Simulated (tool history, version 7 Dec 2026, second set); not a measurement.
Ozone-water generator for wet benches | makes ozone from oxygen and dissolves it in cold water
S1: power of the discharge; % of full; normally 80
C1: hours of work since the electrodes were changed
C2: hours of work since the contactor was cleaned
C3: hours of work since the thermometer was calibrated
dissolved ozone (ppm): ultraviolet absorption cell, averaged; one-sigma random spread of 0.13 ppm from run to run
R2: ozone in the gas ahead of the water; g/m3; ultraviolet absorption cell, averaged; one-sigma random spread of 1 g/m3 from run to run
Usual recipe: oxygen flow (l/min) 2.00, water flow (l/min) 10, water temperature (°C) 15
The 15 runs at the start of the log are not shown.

{"run": 16, "hour": 1863.7, "S1": 80, "oxygen flow (l/min)": 3.35, "water flow (l/min)": 10, "water temperature (°C)": 15, "C1": 2591, "C2": 4446, "C3": 2318, "dissolved ozone (ppm)": 13.6, "R2": 136.9}
{"run": 17, "hour": 1972.1, "S1": 80, "oxygen flow (l/min)": 3.35, "water flow (l/min)": 10, "water temperature (°C)": 15, "C1": 2659, "C2": 4515, "C3": 2386, "dissolved ozone (ppm)": 13.6, "R2": 136.7}
{"run": 18, "hour": 2098.9, "S1": 72, "oxygen flow (l/min)": 2.45, "water flow (l/min)": 9, "water temperature (°C)": 7, "C1": 2740, "C2": 4595, "C3": 2467, "dissolved ozone (ppm)": 14.2, "R2": 137.6}
{"hour": 2111.3, "done": "water thermometer calibrated"}
{"run": 19, "hour": 2211.6, "S1": 74, "oxygen flow (l/min)": 2.45, "water flow (l/min)": 7, "water temperature (°C)": 13, "C1": 2811, "C2": 4666, "C3": 64, "dissolved ozone (ppm)": 16.5, "R2": 139.5}
{"hour": 2262.2, "done": "contactor cleaned"}
{"run": 20, "hour": 2287.4, "S1": 74, "oxygen flow (l/min)": 2.45, "water flow (l/min)": 7, "water temperature (°C)": 13, "C1": 2856, "C2": 16, "C3": 109, "dissolved ozone (ppm)": 17.7, "R2": 140.2}
{"run": 21, "hour": 2410.9, "S1": 65, "oxygen flow (l/min)": 1.91, "water flow (l/min)": 11, "water temperature (°C)": 14, "C1": 2935, "C2": 94, "C3": 187, "dissolved ozone (ppm)": 9.3, "R2": 136.0}
{"run": 22, "hour": 2543.5, "S1": 65, "oxygen flow (l/min)": 1.91, "water flow (l/min)": 6, "water temperature (°C)": 11, "C1": 3019, "C2": 178, "C3": 271, "dissolved ozone (ppm)": 17.4, "R2": 135.5}
{"run": 23, "hour": 2670.0, "S1": 65, "oxygen flow (l/min)": 1.91, "water flow (l/min)": 6, "water temperature (°C)": 11, "C1": 3099, "C2": 258, "C3": 351, "dissolved ozone (ppm)": 17.6, "R2": 137.0}
{"run": 24, "hour": 2766.3, "S1": 65, "oxygen flow (l/min)": 1.22, "water flow (l/min)": 6, "water temperature (°C)": 8, "C1": 3160, "C2": 319, "C3": 412, "dissolved ozone (ppm)": 16.3, "R2": 158.0}
{"hour": 2813.8, "done": "water thermometer calibrated, once more"}
{"run": 25, "hour": 2862.7, "S1": 67, "oxygen flow (l/min)": 1.59, "water flow (l/min)": 6, "water temperature (°C)": 7, "C1": 3221, "C2": 380, "C3": 31, "dissolved ozone (ppm)": 18.1, "R2": 149.6}
{"run": 26, "hour": 2941.9, "S1": 80, "oxygen flow (l/min)": 2.0, "water flow (l/min)": 10, "water temperature (°C)": 15, "C1": 3271, "C2": 430, "C3": 81, "dissolved ozone (ppm)": 12.3, "R2": 157.5}
{"run": 27, "hour": 3031.8, "S1": 70, "oxygen flow (l/min)": 2.0, "water flow (l/min)": 6, "water temperature (°C)": 15, "C1": 3328, "C2": 487, "C3": 138, "dissolved ozone (ppm)": 17.5, "R2": 141.7}
{"run": 28, "hour": 3131.1, "S1": 80, "oxygen flow (l/min)": 1.27, "water flow (l/min)": 10, "water temperature (°C)": 8, "C1": 3391, "C2": 550, "C3": 201, "dissolved ozone (ppm)": 11.0, "R2": 182.7}
{"run": 29, "hour": 3248.7, "S1": 80, "oxygen flow (l/min)": 1.27, "water flow (l/min)": 10, "water temperature (°C)": 8, "C1": 3465, "C2": 625, "C3": 276, "dissolved ozone (ppm)": 10.9, "R2": 183.1}
{"run": 30, "hour": 3391.2, "S1": 80, "oxygen flow (l/min)": 1.27, "water flow (l/min)": 10, "water temperature (°C)": 8, "C1": 3556, "C2": 715, "C3": 366, "dissolved ozone (ppm)": 11.0, "R2": 180.8}
{"run": 31, "hour": 3532.2, "S1": 80, "oxygen flow (l/min)": 1.27, "water flow (l/min)": 10, "water temperature (°C)": 8, "C1": 3645, "C2": 804, "C3": 455, "dissolved ozone (ppm)": 10.9, "R2": 181.5}
{"run": 32, "hour": 3681.3, "S1": 80, "oxygen flow (l/min)": 1.27, "water flow (l/min)": 10, "water temperature (°C)": 8, "C1": 3739, "C2": 899, "C3": 550, "dissolved ozone (ppm)": 10.9, "R2": 181.2}
{"run": 33, "hour": 3785.0, "S1": 80, "oxygen flow (l/min)": 1.27, "water flow (l/min)": 10, "water temperature (°C)": 8, "C1": 3805, "C2": 965, "C3": 615, "dissolved ozone (ppm)": 10.7, "R2": 181.8}

What if the next run were any one of these 4? Each begins from the tool's condition after run 33:
{"run": "A", "hour": 3860.4, "S1": 96, "oxygen flow (l/min)": 2.56, "water flow (l/min)": 6, "water temperature (°C)": 8, "C1": 3853, "C2": 1012, "C3": 663, "dissolved ozone (ppm)": "?", "R2": "?"}
{"run": "B", "hour": 3860.4, "S1": 80, "oxygen flow (l/min)": 2.0, "water flow (l/min)": 11, "water temperature (°C)": 15, "C1": 3853, "C2": 1012, "C3": 663, "dissolved ozone (ppm)": "?", "R2": "?"}
{"run": "C", "hour": 3860.4, "S1": 92, "oxygen flow (l/min)": 2.0, "water flow (l/min)": 10, "water temperature (°C)": 15, "C1": 3853, "C2": 1012, "C3": 663, "dissolved ozone (ppm)": "?", "R2": "?"}
{"run": "D", "hour": 3860.4, "S1": 61, "oxygen flow (l/min)": 2.0, "water flow (l/min)": 10, "water temperature (°C)": 15, "C1": 3853, "C2": 1012, "C3": 663, "dissolved ozone (ppm)": "?", "R2": "?"}

run=A dissolved_ozone_(ppm)=26.0 R2=165.3
run=B dissolved_ozone_(ppm)=10.9 R2=154.5
run=C dissolved_ozone_(ppm)=13.4 R2=173.8
run=D dissolved_ozone_(ppm)=9.6 R2=125.2
Had the tool no hidden state, the same runs would have come out as:
run=A dissolved_ozone_(ppm)=30.1 R2=189.2
run=B dissolved_ozone_(ppm)=12.5 R2=173.9
run=C dissolved_ozone_(ppm)=15.5 R2=198.2
run=D dissolved_ozone_(ppm)=10.7 R2=137.5
